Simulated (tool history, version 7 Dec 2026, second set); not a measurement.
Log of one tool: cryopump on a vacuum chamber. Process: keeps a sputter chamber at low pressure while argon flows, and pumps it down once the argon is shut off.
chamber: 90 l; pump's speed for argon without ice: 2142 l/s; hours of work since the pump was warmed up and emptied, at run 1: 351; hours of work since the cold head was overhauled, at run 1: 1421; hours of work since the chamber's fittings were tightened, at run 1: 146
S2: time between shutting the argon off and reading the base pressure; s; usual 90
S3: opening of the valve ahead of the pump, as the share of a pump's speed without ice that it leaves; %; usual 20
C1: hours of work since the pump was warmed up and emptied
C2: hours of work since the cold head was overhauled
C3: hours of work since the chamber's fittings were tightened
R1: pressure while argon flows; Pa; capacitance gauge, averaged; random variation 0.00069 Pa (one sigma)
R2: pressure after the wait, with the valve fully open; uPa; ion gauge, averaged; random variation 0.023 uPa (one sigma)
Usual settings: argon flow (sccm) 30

run 1 day=0.000 | argon_flow_(sccm)=30 S2=90 S3=20 | C1=351 C2=1421 C3=146 | R1=0.1207 R2=0.87
run 2 day=1.304 | argon_flow_(sccm)=23 S2=90 S3=20 | C1=376 C2=1446 C3=171 | R1=0.0925 R2=0.86
run 3 day=2.933 | argon_flow_(sccm)=30 S2=90 S3=20 | C1=407 C2=1478 C3=203 | R1=0.1207 R2=0.86
run 4 day=4.129 | argon_flow_(sccm)=30 S2=90 S3=20 | C1=430 C2=1501 C3=226 | R1=0.1204 R2=0.90
run 5 day=5.229 | argon_flow_(sccm)=30 S2=90 S3=20 | C1=451 C2=1522 C3=247 | R1=0.1213 R2=0.86
run 6 day=6.350 | argon_flow_(sccm)=30 S2=90 S3=20 | C1=473 C2=1544 C3=269 | R1=0.1205 R2=0.94
run 7 day=8.321 | argon_flow_(sccm)=30 S2=90 S3=28 | C1=511 C2=1582 C3=307 | R1=0.0880 R2=0.93
run 8 day=10.150 | argon_flow_(sccm)=30 S2=90 S3=20 | C1=546 C2=1617 C3=342 | R1=0.1204 R2=0.86
run 9 day=11.696 | argon_flow_(sccm)=30 S2=90 S3=20 | C1=576 C2=1647 C3=372 | R1=0.1217 R2=0.96
run 10 day=13.229 | argon_flow_(sccm)=30 S2=90 S3=20 | C1=606 C2=1676 C3=401 | R1=0.1213 R2=0.92
run 11 day=15.412 | argon_flow_(sccm)=30 S2=63 S3=38 | C1=648 C2=1718 C3=443 | R1=0.0661 R2=1.23
run 12 day=16.638 | argon_flow_(sccm)=30 S2=63 S3=38 | C1=671 C2=1742 C3=467 | R1=0.0655 R2=1.23
run 13 day=18.008 | argon_flow_(sccm)=30 S2=90 S3=59 | C1=698 C2=1768 C3=494 | R1=0.0426 R2=0.97
run 14 day=20.212 | argon_flow_(sccm)=30 S2=90 S3=59 | C1=740 C2=1811 C3=536 | R1=0.0437 R2=0.96
run 15 day=22.071 | argon_flow_(sccm)=24 S2=265 S3=24 | C1=776 C2=1847 C3=572 | R1=0.0813 R2=0.56
run 16 day=24.175 | argon_flow_(sccm)=24 S2=265 S3=24 | C1=817 C2=1887 C3=612 | R1=0.0825 R2=0.56
run 17 day=25.546 | argon_flow_(sccm)=30 S2=90 S3=30 | C1=843 C2=1914 C3=639 | R1=0.0821 R2=1.03
run 18 day=27.762 | argon_flow_(sccm)=30 S2=90 S3=20 | C1=886 C2=1956 C3=682 | R1=0.1215 R2=1.06
run 19 day=29.804 | argon_flow_(sccm)=56 S2=130 S3=16 | C1=925 C2=1996 C3=721 | R1=0.2801 R2=0.81

Forecast each of these 3 alternatives for the next run:
run A day=31.146 | argon_flow_(sccm)=49 S2=31 S3=36 | C1=951 C2=2022 C3=747 | R1=? R2=?
run B day=31.146 | argon_flow_(sccm)=14 S2=285 S3=43 | C1=951 C2=2022 C3=747 | R1=? R2=?
run C day=31.146 | argon_flow_(sccm)=38 S2=248 S3=39 | C1=951 C2=2022 C3=747 | R1=? R2=?

run=A R1=0.1146 R2=2.27
run=B R1=0.0273 R2=0.64
run=C R1=0.0818 R2=0.59
Without the tool's hidden state the same runs would have given:
run=A R1=0.1076 R2=2.03
run=B R1=0.0253 R2=0.39
run=C R1=0.0764 R2=0.34

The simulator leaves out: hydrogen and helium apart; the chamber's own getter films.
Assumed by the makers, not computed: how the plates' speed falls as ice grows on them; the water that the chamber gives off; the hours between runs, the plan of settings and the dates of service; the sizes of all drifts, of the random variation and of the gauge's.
